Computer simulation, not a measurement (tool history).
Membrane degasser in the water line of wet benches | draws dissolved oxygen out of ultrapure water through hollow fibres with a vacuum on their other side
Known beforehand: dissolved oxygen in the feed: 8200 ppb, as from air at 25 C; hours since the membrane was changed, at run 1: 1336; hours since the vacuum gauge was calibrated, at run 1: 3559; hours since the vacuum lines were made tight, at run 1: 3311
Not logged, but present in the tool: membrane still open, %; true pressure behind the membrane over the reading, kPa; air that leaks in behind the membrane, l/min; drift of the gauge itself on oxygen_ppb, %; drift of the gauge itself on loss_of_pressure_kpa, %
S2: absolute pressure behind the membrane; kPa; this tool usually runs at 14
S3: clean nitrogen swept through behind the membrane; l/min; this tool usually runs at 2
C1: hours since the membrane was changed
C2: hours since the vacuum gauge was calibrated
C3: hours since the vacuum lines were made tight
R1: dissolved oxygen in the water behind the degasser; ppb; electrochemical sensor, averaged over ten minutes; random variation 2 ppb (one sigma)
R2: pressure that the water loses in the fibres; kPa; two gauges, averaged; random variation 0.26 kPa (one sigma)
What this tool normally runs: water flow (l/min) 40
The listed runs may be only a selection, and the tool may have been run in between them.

run 1 hour=0 | water_flow_(l/min)=40 S2=14 S3=2 | C1=1336 C2=3559 C3=3311 | R1=461.8 R2=68.65
run 2 hour=36.7 | water_flow_(l/min)=40 S2=19.1 S3=2 | C1=1373 C2=3595 C3=3348 | R1=667.1 R2=68.37
run 3 hour=59.6 | water_flow_(l/min)=40 S2=19.1 S3=2 | C1=1396 C2=3618 C3=3371 | R1=666.4 R2=69.13
run 4 hour=95.5 | water_flow_(l/min)=40 S2=19.1 S3=2 | C1=1431 C2=3654 C3=3407 | R1=660.3 R2=68.72
run 5 hour=116.5 | water_flow_(l/min)=40 S2=14 S3=2 | C1=1452 C2=3675 C3=3427 | R1=463.7 R2=68.68
run 6 hour=155.2 | water_flow_(l/min)=30 S2=14 S3=2 | C1=1491 C2=3714 C3=3466 | R1=358.5 R2=51.59
run 7 hour=195.4 | water_flow_(l/min)=49 S2=20.1 S3=1.86 | C1=1531 C2=3754 C3=3506 | R1=882.8 R2=84.36
run 8 hour=231.5 | water_flow_(l/min)=34 S2=30.9 S3=2.03 | C1=1567 C2=3790 C3=3542 | R1=942.4 R2=58.6
run 9 hour=252.3 | water_flow_(l/min)=34 S2=30.9 S3=2.03 | C1=1588 C2=3811 C3=3563 | R1=942.1 R2=58.5
run 10 hour=285 | water_flow_(l/min)=34 S2=30.9 S3=2.03 | C1=1621 C2=3844 C3=3596 | R1=947 R2=58.41

3 ways to go on from here, each from the tool as it stands after run 10. What would each give?
run A hour=329.7 | water_flow_(l/min)=52 S2=30.9 S3=1.46 | C1=1666 C2=3888 C3=3641 | R1=? R2=?
run B hour=329.7 | water_flow_(l/min)=52 S2=26.9 S3=1.88 | C1=1666 C2=3888 C3=3641 | R1=? R2=?
run C hour=329.7 | water_flow_(l/min)=27 S2=9 S3=2 | C1=1666 C2=3888 C3=3641 | R1=? R2=?

run=A R1=1676.7 R2=89.81
run=B R1=1224.5 R2=89.48
run=C R1=179.1 R2=46.47
What these runs would have given with no unlogged condition in the tool:
run=A R1=1676.5 R2=89.8
run=B R1=1224.4 R2=89.47
run=C R1=179 R2=46.46

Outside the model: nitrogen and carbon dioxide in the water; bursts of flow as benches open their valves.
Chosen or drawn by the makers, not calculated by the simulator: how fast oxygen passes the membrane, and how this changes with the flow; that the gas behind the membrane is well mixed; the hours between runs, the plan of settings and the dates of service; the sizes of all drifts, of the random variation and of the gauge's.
